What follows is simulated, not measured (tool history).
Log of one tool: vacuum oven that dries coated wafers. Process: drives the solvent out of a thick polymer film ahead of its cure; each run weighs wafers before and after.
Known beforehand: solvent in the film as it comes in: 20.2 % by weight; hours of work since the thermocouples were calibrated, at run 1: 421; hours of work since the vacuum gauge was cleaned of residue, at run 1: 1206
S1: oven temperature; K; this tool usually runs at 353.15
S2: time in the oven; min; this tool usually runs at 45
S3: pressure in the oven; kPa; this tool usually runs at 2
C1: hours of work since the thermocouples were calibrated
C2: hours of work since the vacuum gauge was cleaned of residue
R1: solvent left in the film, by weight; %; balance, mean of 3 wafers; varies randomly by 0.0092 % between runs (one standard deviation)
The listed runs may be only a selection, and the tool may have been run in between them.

run,hour,S1,S2,S3,C1,C2,R1
1,0,353.15,45,2,421,1206,2.145
2,37.2,353.15,45,2,445,1230,2.147
3,86.2,353.15,45,2,476,1261,2.143
4,118.4,353.15,45,3.54,497,1282,3.252
5,144.7,353.15,45,2,514,1299,2.152
6,174.9,353.15,45,2,534,1319,2.151
7,201.1,353.15,45,2,550,1335,2.149
8,230.9,353.15,45,2,570,1355,2.149
9,272.4,363.15,45,7.6,596,1381,3.888
# hour 302.4: oven's thermocouples calibrated
10,326.5,363.15,37,7.6,15,1415,4.002
11,360.6,366.15,37,3.47,37,1437,1.647
12,399.7,347.15,54,7.02,63,1462,7.388
13,440.6,339.15,26,5.54,89,1488,11.881
14,474.7,352.15,56,5.54,111,1510,4.601
15,497,352.15,56,2,125,1525,1.925

What if the next run were any one of these 5? Each begins from the tool's condition after run 15:
A,542.9,353.15,45,4.36,155,1554,?
B,542.9,363.15,24,2,155,1554,?
C,542.9,353.15,45,1.3,155,1554,?
D,542.9,351.15,71,3.53,155,1554,?
E,542.9,347.15,45,2,155,1554,?

run,R1
A,3.841
B,1.955
C,1.66
D,3.018
E,3.436
Without the tool's hidden state the same runs would have given:
run,R1
A,3.837
B,1.952
C,1.655
D,3.012
E,3.43
